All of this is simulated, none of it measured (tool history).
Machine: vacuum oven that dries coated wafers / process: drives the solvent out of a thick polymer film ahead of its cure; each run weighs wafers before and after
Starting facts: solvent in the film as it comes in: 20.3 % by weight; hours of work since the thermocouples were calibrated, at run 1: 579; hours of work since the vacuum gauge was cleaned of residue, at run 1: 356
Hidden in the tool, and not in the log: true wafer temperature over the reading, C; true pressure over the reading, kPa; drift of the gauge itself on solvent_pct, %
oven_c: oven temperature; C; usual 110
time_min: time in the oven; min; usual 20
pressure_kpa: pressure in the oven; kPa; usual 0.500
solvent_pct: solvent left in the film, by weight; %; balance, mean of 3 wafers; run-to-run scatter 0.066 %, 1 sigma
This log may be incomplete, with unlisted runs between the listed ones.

run   hour  oven_c  time_min  pressure_kpa  hours of work since the thermocouples were calibrated  hours of work since the vacuum gauge was cleaned of residue  solvent_pct
  1    0.0     110        20         0.500                                                    579                                                          356         4.77
  2    6.9     110        20         0.500                                                    583                                                          360         4.75
  3   21.4     110        20         0.500                                                    593                                                          370         4.92
  4   34.2     110        20         0.500                                                    601                                                          378         4.74
      37.6  -- oven's thermocouples calibrated
  5   46.6     110        20         0.344                                                      6                                                          385         5.07
  6   56.5     110        20         0.500                                                     12                                                          391         5.13
  7   68.9     110        20         0.500                                                     21                                                          400         5.05
  8   78.4     108        32         0.599                                                     27                                                          406         3.37
  9   92.6     108        22         1.050                                                     36                                                          415         5.57
 10  100.6     108        22         1.050                                                     42                                                          421         5.61
     112.2  -- oven's thermocouples calibrated, once more
 11  112.5     101        22         0.664                                                      0                                                          427         7.34
 12  119.1     101        22         0.664                                                      5                                                          431         7.28
 13  129.2     120        22         0.664                                                     11                                                          438         1.08
 14  135.3     100        19         0.388                                                     15                                                          442         8.53

Difference, measured minus no-hidden-state, one row per run. Run-to-run variation is common to both terms; the gauge's own scatter need not be:
run  solvent_pct
  1        +0.45
  2        +0.47
  3        +0.48
  4        +0.49
  5        +0.75
  6        +0.76
  7        +0.77
  8        +0.67
  9        +0.81
 10        +0.82
 11        -0.17
 12        -0.16
 13        -0.04
 14        -0.15

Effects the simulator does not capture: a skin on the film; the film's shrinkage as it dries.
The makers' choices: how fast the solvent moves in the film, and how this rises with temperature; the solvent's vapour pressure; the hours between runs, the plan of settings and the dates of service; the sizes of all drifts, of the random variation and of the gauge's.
